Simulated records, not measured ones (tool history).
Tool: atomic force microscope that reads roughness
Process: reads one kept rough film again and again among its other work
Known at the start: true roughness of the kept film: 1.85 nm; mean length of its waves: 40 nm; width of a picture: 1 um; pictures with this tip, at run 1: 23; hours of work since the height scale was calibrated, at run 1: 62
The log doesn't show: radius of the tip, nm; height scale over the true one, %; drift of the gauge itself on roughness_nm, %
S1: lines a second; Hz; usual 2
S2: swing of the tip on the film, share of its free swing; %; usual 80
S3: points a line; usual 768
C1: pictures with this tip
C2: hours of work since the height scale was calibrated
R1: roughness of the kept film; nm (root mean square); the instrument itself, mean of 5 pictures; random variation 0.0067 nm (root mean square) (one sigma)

run,hour,S1,S2,S3,C1,C2,R1
1,0,2,80,768,23,62,1.442
# hour 23.9: new tip fitted
2,43,2,80,768,33,86,1.413
# hour 64: new tip fitted
3,78.4,2,80,768,25,105,1.437
4,97.3,2,80,768,58,116,1.391
# hour 101.9: new tip fitted
5,118.4,2,80,768,29,128,1.417
# hour 138.5: new tip fitted
6,150,2,68,768,20,145,1.582
# hour 176: new tip fitted
7,194.9,2,68,768,33,170,1.576
# hour 213.9: new tip fitted
8,219.5,2,89,768,9,184,1.341
# hour 253: new tip fitted
9,255.7,2,80,688,5,204,1.478
# hour 291.1: new tip fitted
10,299.5,2,80,688,14,228,1.456
11,325,2,80,688,59,243,1.388
# hour 329.6: new tip fitted
12,348.2,2,80,688,32,256,1.438
# hour 368: new tip fitted
13,389.5,2,80,688,37,279,1.433
# hour 404.5: new tip fitted
14,417.3,2,80,688,22,294,1.446
# hour 443.1: new tip fitted
15,458.9,2,80,768,28,317,1.441
# hour 479.5: new tip fitted
16,494.6,2,80,768,26,337,1.444
# hour 516.9: new tip fitted
17,540.4,2,80,768,41,363,1.415
# hour 554.3: new tip fitted
18,577.6,2,80,768,41,383,1.415
# hour 591.2: new tip fitted
19,621.9,2,80,768,53,408,1.406
# hour 629.7: new tip fitted
20,643.1,2,80,768,23,420,1.451
# hour 666.9: new tip fitted
21,675.2,2,80,768,15,437,1.459
22,698.9,2,80,555,56,451,1.385
# hour 703.9: new tip fitted
23,723,0.86,62,768,33,464,1.688
# hour 742.2: new tip fitted
24,748,0.71,85,307,10,478,1.626
# hour 778.9: new tip fitted
25,790.4,2.05,63,768,20,501,1.636
26,813.1,1.13,78,768,59,514,1.541
# hour 815.8: new tip fitted
27,849.7,0.75,80,768,59,535,1.566
# hour 854.3: new tip fitted
# hour 855.3: height scale calibrated on a step standard
28,871,0.68,58,685,28,9,1.71
# hour 894.1: new tip fitted
29,906.6,0.68,87,746,22,29,1.596
30,927.6,2.4,61,768,59,40,1.571
# hour 933.5: new tip fitted
# hour 970.6: new tip fitted
31,970.6,2.4,61,768,0,64,1.675
# hour 1007.7: new tip fitted
# hour 1011.9: height scale calibrated on a step standard, once more
32,1012,3.66,79,527,5,0,1.307
# hour 1046.4: new tip fitted
33,1054.3,3.66,79,527,13,24,1.287
# hour 1083.3: new tip fitted
34,1088.9,2.95,77,383,10,43,1.404
35,1108.5,2.95,60,383,44,54,1.545
# hour 1120.2: new tip fitted
36,1153.4,0.5,60,383,58,79,1.674
# hour 1160: new tip fitted
37,1176.5,0.5,85,407,29,92,1.62
# hour 1198.1: new tip fitted
38,1213.6,1.3,78,259,27,112,1.531
# hour 1235.1: new tip fitted
39,1238,2,67,768,5,126,1.629
# hour 1271.6: new tip fitted
40,1279,1.72,65,898,13,149,1.63
# hour 1311.3: new tip fitted
41,1323.1,0.67,83,898,21,173,1.632
# hour 1347.7: new tip fitted
42,1360,0.67,83,898,21,194,1.638

The same runs without the tool's hidden state, with the same run-to-run variation:
run,R1
1,1.484
2,1.47
3,1.484
4,1.491
5,1.474
6,1.622
7,1.632
8,1.354
9,1.484
10,1.482
11,1.489
12,1.492
13,1.492
14,1.485
15,1.486
16,1.488
17,1.488
18,1.485
19,1.492
20,1.489
21,1.485
22,1.477
23,1.752
24,1.648
25,1.669
26,1.64
27,1.664
28,1.763
29,1.636
30,1.669
31,1.669
32,1.313
33,1.31
34,1.42
35,1.632
36,1.776
37,1.685
38,1.584
39,1.638
40,1.659
41,1.665
42,1.675
